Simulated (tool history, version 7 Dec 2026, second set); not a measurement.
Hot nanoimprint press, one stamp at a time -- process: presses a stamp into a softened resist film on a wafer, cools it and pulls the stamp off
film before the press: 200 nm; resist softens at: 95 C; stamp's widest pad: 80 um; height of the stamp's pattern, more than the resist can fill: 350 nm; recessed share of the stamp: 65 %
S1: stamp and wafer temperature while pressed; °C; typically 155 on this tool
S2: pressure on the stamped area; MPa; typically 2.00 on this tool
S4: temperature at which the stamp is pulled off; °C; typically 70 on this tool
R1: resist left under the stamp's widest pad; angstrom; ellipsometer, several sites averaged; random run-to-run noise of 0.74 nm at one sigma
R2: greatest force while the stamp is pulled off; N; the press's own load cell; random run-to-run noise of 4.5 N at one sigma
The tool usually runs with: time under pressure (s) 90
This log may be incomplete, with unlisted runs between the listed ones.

Run 1, hour 0.0: usual settings. Result: R1 960 angstrom, R2 265 N.
Run 2, hour 16.6: usual settings. Result: R1 956 angstrom, R2 258 N.
Run 3, hour 34.8: usual settings. Result: R1 944 angstrom, R2 276 N.
Run 4, hour 64.0: usual settings. Result: R1 961 angstrom, R2 265 N.
Run 5, hour 83.8: usual settings. Result: R1 961 angstrom, R2 274 N.
Run 6, hour 104.2: usual settings. Result: R1 949 angstrom, R2 272 N.
Run 7, hour 119.9: usual settings but S1 147 °C, time under pressure (s) 135, S4 76 °C. Result: R1 1200 angstrom, R2 234 N.
Run 8, hour 136.5: usual settings but S1 147 °C, time under pressure (s) 135, S4 76 °C. Result: R1 1223 angstrom, R2 241 N.
Run 9, hour 160.7: usual settings but S1 147 °C, time under pressure (s) 135, S4 76 °C. Result: R1 1213 angstrom, R2 233 N.
Run 10, hour 184.4: usual settings but S1 150 °C, S2 1.42 MPa, time under pressure (s) 64, S4 64 °C. Result: R1 1484 angstrom, R2 332 N.
Run 11, hour 210.5: usual settings but S1 150 °C, S4 64 °C. Result: R1 1222 angstrom, R2 329 N.

Predict each of these 3 candidate next runs independently; none follows another, all start after run 11:
Run A, hour 238.6: usual settings but S4 72 °C. Result: R1 ?, R2 ?.
Run B, hour 238.6: usual settings but S1 151 °C, S2 1.34 MPa, time under pressure (s) 127, S4 64 °C. Result: R1 ?, R2 ?.
Run C, hour 238.6: usual settings but S2 1.93 MPa, time under pressure (s) 89. Result: R1 ?, R2 ?.

run    R1   R2
  A   972  264
  B  1243  314
  C  1008  267
What these runs would have given with no unlogged condition in the tool:
run    R1   R2
  A   913  206
  B  1182  246
  C   948  208

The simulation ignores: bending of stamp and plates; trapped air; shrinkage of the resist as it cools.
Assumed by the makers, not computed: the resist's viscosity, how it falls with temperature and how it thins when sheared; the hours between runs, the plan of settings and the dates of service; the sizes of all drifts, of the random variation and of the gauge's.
